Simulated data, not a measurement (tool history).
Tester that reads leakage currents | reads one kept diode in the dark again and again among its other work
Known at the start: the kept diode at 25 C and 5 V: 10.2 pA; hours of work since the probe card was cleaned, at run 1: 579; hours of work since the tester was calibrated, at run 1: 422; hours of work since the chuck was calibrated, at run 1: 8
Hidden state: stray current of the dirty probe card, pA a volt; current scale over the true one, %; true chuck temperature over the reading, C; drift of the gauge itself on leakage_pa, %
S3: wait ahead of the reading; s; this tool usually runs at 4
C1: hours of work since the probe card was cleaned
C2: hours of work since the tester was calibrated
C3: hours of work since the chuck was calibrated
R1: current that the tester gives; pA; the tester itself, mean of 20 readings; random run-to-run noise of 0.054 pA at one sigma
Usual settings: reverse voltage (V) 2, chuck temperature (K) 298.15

{"run": 1, "hour": 0.0, "reverse voltage (V)": 2, "chuck temperature (K)": 298.15, "S3": 4, "C1": 579, "C2": 422, "C3": 8, "R1": 7.59}
{"run": 2, "hour": 68.0, "reverse voltage (V)": 2, "chuck temperature (K)": 303.15, "S3": 4, "C1": 612, "C2": 456, "C3": 41, "R1": 10.64}
{"run": 3, "hour": 98.8, "reverse voltage (V)": 2, "chuck temperature (K)": 303.15, "S3": 4, "C1": 628, "C2": 471, "C3": 56, "R1": 10.59}
{"run": 4, "hour": 142.8, "reverse voltage (V)": 2, "chuck temperature (K)": 321.15, "S3": 4, "C1": 649, "C2": 492, "C3": 78, "R1": 34.48}
{"run": 5, "hour": 188.0, "reverse voltage (V)": 2, "chuck temperature (K)": 298.15, "S3": 1.25, "C1": 671, "C2": 514, "C3": 100, "R1": 8.08}
{"run": 6, "hour": 221.4, "reverse voltage (V)": 2, "chuck temperature (K)": 298.15, "S3": 1.25, "C1": 687, "C2": 531, "C3": 116, "R1": 8.12}
{"run": 7, "hour": 291.3, "reverse voltage (V)": 2, "chuck temperature (K)": 298.15, "S3": 1.25, "C1": 722, "C2": 565, "C3": 150, "R1": 8.07}
{"run": 8, "hour": 333.6, "reverse voltage (V)": 2, "chuck temperature (K)": 298.15, "S3": 1.25, "C1": 742, "C2": 586, "C3": 171, "R1": 8.13}
{"run": 9, "hour": 387.6, "reverse voltage (V)": 2.48, "chuck temperature (K)": 298.15, "S3": 4, "C1": 769, "C2": 612, "C3": 197, "R1": 8.95}
{"run": 10, "hour": 463.2, "reverse voltage (V)": 2, "chuck temperature (K)": 298.15, "S3": 4, "C1": 806, "C2": 649, "C3": 234, "R1": 7.84}
{"run": 11, "hour": 514.1, "reverse voltage (V)": 2, "chuck temperature (K)": 298.15, "S3": 4, "C1": 831, "C2": 674, "C3": 259, "R1": 7.84}
{"run": 12, "hour": 573.6, "reverse voltage (V)": 2, "chuck temperature (K)": 315.15, "S3": 4, "C1": 860, "C2": 703, "C3": 288, "R1": 23.34}
{"run": 13, "hour": 636.6, "reverse voltage (V)": 2, "chuck temperature (K)": 315.15, "S3": 4, "C1": 891, "C2": 734, "C3": 319, "R1": 23.59}
{"run": 14, "hour": 672.9, "reverse voltage (V)": 2, "chuck temperature (K)": 315.15, "S3": 4, "C1": 908, "C2": 751, "C3": 337, "R1": 23.37}
{"run": 15, "hour": 727.8, "reverse voltage (V)": 2, "chuck temperature (K)": 315.15, "S3": 4, "C1": 935, "C2": 778, "C3": 364, "R1": 23.45}
{"run": 16, "hour": 793.1, "reverse voltage (V)": 2, "chuck temperature (K)": 300.15, "S3": 4, "C1": 967, "C2": 810, "C3": 396, "R1": 9.15}
{"run": 17, "hour": 840.9, "reverse voltage (V)": 2, "chuck temperature (K)": 300.15, "S3": 4, "C1": 990, "C2": 834, "C3": 419, "R1": 9.04}
{"run": 18, "hour": 888.0, "reverse voltage (V)": 2, "chuck temperature (K)": 300.15, "S3": 4, "C1": 1013, "C2": 857, "C3": 442, "R1": 9.18}
{"run": 19, "hour": 930.1, "reverse voltage (V)": 1.44, "chuck temperature (K)": 300.15, "S3": 4, "C1": 1034, "C2": 877, "C3": 463, "R1": 7.43}
{"run": 20, "hour": 971.3, "reverse voltage (V)": 1.44, "chuck temperature (K)": 300.15, "S3": 4, "C1": 1054, "C2": 897, "C3": 483, "R1": 7.45}
{"run": 21, "hour": 1004.6, "reverse voltage (V)": 2, "chuck temperature (K)": 317.15, "S3": 0.5, "C1": 1070, "C2": 914, "C3": 499, "R1": 28.25}
{"run": 22, "hour": 1080.3, "reverse voltage (V)": 7.14, "chuck temperature (K)": 333.15, "S3": 3.68, "C1": 1108, "C2": 951, "C3": 536, "R1": 146.25}
{"run": 23, "hour": 1147.4, "reverse voltage (V)": 8.46, "chuck temperature (K)": 298.15, "S3": 0.48, "C1": 1140, "C2": 984, "C3": 569, "R1": 28.88}
{"run": 24, "hour": 1181.0, "reverse voltage (V)": 11.16, "chuck temperature (K)": 294.15, "S3": 4, "C1": 1157, "C2": 1000, "C3": 585, "R1": 23.83}
{"run": 25, "hour": 1247.9, "reverse voltage (V)": 11.16, "chuck temperature (K)": 306.15, "S3": 4, "C1": 1189, "C2": 1033, "C3": 618, "R1": 40.79}
{"run": 26, "hour": 1318.6, "reverse voltage (V)": 11.16, "chuck temperature (K)": 306.15, "S3": 4, "C1": 1224, "C2": 1067, "C3": 653, "R1": 41.14}
{"hour": 1351.0, "done": "chuck's temperature calibrated"}
{"run": 27, "hour": 1356.7, "reverse voltage (V)": 11.16, "chuck temperature (K)": 306.15, "S3": 4, "C1": 1242, "C2": 1085, "C3": 3, "R1": 42.17}
{"run": 28, "hour": 1429.0, "reverse voltage (V)": 2, "chuck temperature (K)": 298.15, "S3": 4.56, "C1": 1277, "C2": 1120, "C3": 38, "R1": 8.67}
{"run": 29, "hour": 1468.5, "reverse voltage (V)": 1.99, "chuck temperature (K)": 310.15, "S3": 0.7, "C1": 1296, "C2": 1140, "C3": 57, "R1": 18.69}
{"run": 30, "hour": 1532.8, "reverse voltage (V)": 3.51, "chuck temperature (K)": 295.15, "S3": 0.7, "C1": 1328, "C2": 1171, "C3": 89, "R1": 12.84}
{"run": 31, "hour": 1594.8, "reverse voltage (V)": 3.09, "chuck temperature (K)": 305.15, "S3": 1.32, "C1": 1358, "C2": 1201, "C3": 119, "R1": 17.96}
{"run": 32, "hour": 1642.4, "reverse voltage (V)": 3.04, "chuck temperature (K)": 320.15, "S3": 0.98, "C1": 1381, "C2": 1225, "C3": 143, "R1": 43.05}
{"run": 33, "hour": 1688.3, "reverse voltage (V)": 1.02, "chuck temperature (K)": 320.15, "S3": 0.98, "C1": 1404, "C2": 1247, "C3": 165, "R1": 23.1}
{"hour": 1719.9, "done": "probe card cleaned and baked"}
{"run": 34, "hour": 1750.7, "reverse voltage (V)": 2.18, "chuck temperature (K)": 317.15, "S3": 0.35, "C1": 15, "C2": 1276, "C3": 194, "R1": 28.4}
{"run": 35, "hour": 1818.9, "reverse voltage (V)": 16.32, "chuck temperature (K)": 310.15, "S3": 0.7, "C1": 48, "C2": 1309, "C3": 227, "R1": 56.56}
{"run": 36, "hour": 1893.4, "reverse voltage (V)": 11.07, "chuck temperature (K)": 325.15, "S3": 0.93, "C1": 85, "C2": 1346, "C3": 264, "R1": 111.15}
{"run": 37, "hour": 1946.9, "reverse voltage (V)": 2, "chuck temperature (K)": 301.15, "S3": 4, "C1": 111, "C2": 1372, "C3": 290, "R1": 8.12}
{"run": 38, "hour": 2018.4, "reverse voltage (V)": 2.74, "chuck temperature (K)": 298.15, "S3": 1.37, "C1": 146, "C2": 1407, "C3": 325, "R1": 8.4}

Same runs, no hidden state in the tool, same run-to-run variation:
run=1 R1=6.53
run=2 R1=9.52
run=3 R1=9.46
run=4 R1=33.25
run=5 R1=6.9
run=6 R1=6.92
run=7 R1=6.83
run=8 R1=6.86
run=9 R1=7.33
run=10 R1=6.48
run=11 R1=6.45
run=12 R1=22.05
run=13 R1=22.26
run=14 R1=22.05
run=15 R1=22.11
run=16 R1=7.58
run=17 R1=7.45
run=18 R1=7.55
run=19 R1=6.25
run=20 R1=6.25
run=21 R1=26.88
run=22 R1=142.25
run=23 R1=20.79
run=24 R1=12.79
run=25 R1=30
run=26 R1=30.08
run=27 R1=30.14
run=28 R1=6.48
run=29 R1=16.54
run=30 R1=8.8
run=31 R1=14.44
run=32 R1=39.81
run=33 R1=22.11
run=34 R1=28.74
run=35 R1=56.59
run=36 R1=112.14
run=37 R1=8.1
run=38 R1=8.22

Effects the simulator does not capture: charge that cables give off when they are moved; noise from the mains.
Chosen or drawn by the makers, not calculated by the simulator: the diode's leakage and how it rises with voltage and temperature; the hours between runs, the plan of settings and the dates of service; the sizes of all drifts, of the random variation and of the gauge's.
